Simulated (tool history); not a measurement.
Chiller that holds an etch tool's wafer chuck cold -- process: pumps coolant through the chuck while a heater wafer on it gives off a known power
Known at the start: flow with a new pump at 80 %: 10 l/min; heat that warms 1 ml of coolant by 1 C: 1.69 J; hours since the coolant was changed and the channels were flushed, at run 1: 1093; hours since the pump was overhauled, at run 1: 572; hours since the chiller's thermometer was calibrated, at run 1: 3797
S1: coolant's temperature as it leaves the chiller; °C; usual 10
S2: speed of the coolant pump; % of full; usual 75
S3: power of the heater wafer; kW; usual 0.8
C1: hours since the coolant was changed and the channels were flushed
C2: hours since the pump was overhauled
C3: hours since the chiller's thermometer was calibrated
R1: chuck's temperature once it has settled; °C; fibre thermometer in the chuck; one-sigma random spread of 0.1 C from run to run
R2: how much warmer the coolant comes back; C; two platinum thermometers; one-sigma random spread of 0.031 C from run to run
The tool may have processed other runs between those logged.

run   hour  S1   S2     S3    C1    C2    C3    R1    R2
  1      0  10   75    0.8  1093   572  3797  17.4  3.11
  2   27.9  10   75    0.8  1121   600  3825  17.4  3.19
  3     61  10   75  1.076  1154   633  3858  19.6  4.19
  4   80.4  10   93  1.076  1174   652  3878  18.4  3.28
     100.7  -- chiller's thermometer calibrated
  5  106.2  10   93  1.076  1198   677     5  17.8  3.33
  6  120.8  10   93  1.076  1213   692    20    18  3.27
  7  139.6   1   93  1.076  1232   710    39   8.9  3.34
  8  169.9   1   93  1.076  1262   741    69   8.8  3.33
  9  192.3  10   61    0.8  1284   763    92  18.2  3.98
 10  217.8  10   61    0.8  1310   789   117  18.1  3.98
 11  248.9  10   61    0.8  1341   820   148    18  4.01
 12  283.5  10   61    0.8  1376   854   183    18  3.98
 13  313.3  10   61    0.8  1405   884   213  18.3  3.97
 14  346.7  10   61    0.8  1439   917   246  18.3  3.98
 15  378.2  10   61    0.8  1470   949   277  18.2  4.01
 16  401.1  10   61    0.8  1493   972   300  18.3  3.96
 17  433.5  19   72  0.935  1526  1004   333  27.4   3.9
 18    448  19   72  0.935  1540  1019   347  27.4   3.9
 19    476  10   80  0.546  1568  1047   375  14.6  2.03
 20  500.7  10  100    0.8  1593  1071   400  15.5  2.29
 21  522.7  17   79  0.449  1615  1094   422  20.8  1.71
 22  546.9  17   68  0.478  1639  1118   446  21.6   2.1
 23  568.1  14   62    0.8  1660  1139   467  22.3  3.95
 24    586  14   79  0.885  1678  1157   485  21.7  3.32
 25  603.9  14   79  0.885  1696  1175   503  21.5   3.3
 26    626   6   75  0.965  1718  1197   525  14.6  3.83

Estimate the outcome of run 27 from the log above:
 27  649.8   6  80  0.841  1742  1221  549   ?   ?

{"run 27": {"R1": 13, "R2": 3.17}}
Without the tool's hidden state the same run would have given R1 12.4 °C, R2 3.03 C.
